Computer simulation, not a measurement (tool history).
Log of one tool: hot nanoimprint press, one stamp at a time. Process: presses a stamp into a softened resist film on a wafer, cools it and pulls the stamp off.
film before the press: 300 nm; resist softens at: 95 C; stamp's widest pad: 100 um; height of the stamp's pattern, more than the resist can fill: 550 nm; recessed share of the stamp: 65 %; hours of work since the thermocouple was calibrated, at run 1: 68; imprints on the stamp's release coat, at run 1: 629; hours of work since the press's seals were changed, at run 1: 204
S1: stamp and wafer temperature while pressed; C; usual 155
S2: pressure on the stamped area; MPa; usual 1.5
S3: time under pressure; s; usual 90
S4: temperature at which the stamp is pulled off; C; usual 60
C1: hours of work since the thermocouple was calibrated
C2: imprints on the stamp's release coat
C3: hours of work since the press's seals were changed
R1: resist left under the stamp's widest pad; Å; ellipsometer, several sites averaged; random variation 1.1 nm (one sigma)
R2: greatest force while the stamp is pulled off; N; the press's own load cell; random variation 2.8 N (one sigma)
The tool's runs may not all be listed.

run     day   S1    S2  S3  S4   C1   C2   C3    R1   R2
  1       0  155   1.5  90  60   68  629  204  1659  162
  2   1.733  155   1.5  90  60   90  714  225  1666  169
      2.292  -- stamp cleaned and given a new release coat
  3   4.975  155   1.5  90  60  127  131  262  1670  140
  4     7.9  155   1.5  90  60  163  275  298  1668  144
  5   9.388  155   1.5  90  60  181  348  317  1698  153
  6   10.85  155   1.5  90  60  199  419  335  1701  155
  7  13.142  155   1.5  90  60  228  532  363  1699  160
  8  16.317  155   1.5  90  60  267  688  402  1727  165
     17.233  -- stamp cleaned and given a new release coat
       19.1  -- plate thermocouple calibrated
  9    19.1  155   1.5  90  60    0   86  432  1678  137
 10  21.421  155   1.5  90  60   29  200  461  1675  137
 11  23.171  155   1.5  90  60   50  286  482  1678  144
 12  25.867  155   1.5  90  60   84  418  516  1676  156
 13  27.667  155  1.57  90  60  106  506  538  1668  158
 14   29.25  155  1.57  90  60  125  584  557  1657  155
 15    30.9  155  1.57  90  60  146  665  578  1697  158
     32.375  -- stamp cleaned and given a new release coat
 16  34.383  155  1.57  90  60  186   98  618  1697  137
 17  36.367  155  1.15  86  60  210  196  642  1925  142
 18  38.283  155  1.15  86  60  234  290  666  1931  145
 19  41.175  154   1.5  80  54  270  432  701  1896  165
     43.583  -- plate thermocouple calibrated
 20  43.829  154   1.5  56  54    3  556  733  2020  176
 21  45.946  154  1.05  67  54   29  660  759  2160  177
     47.454  -- stamp cleaned and given a new release coat
 22  47.633  154  1.24  67  54   47    9  777  2064  142

Run 23 comes next. What will it give?
 23  50.192  154  1.24  67  54  78  135  808   ?   ?

R1: 2070 Å
R2: 146 N
Without the tool's hidden state the same run would have given R1 2010 Å, R2 138 N.

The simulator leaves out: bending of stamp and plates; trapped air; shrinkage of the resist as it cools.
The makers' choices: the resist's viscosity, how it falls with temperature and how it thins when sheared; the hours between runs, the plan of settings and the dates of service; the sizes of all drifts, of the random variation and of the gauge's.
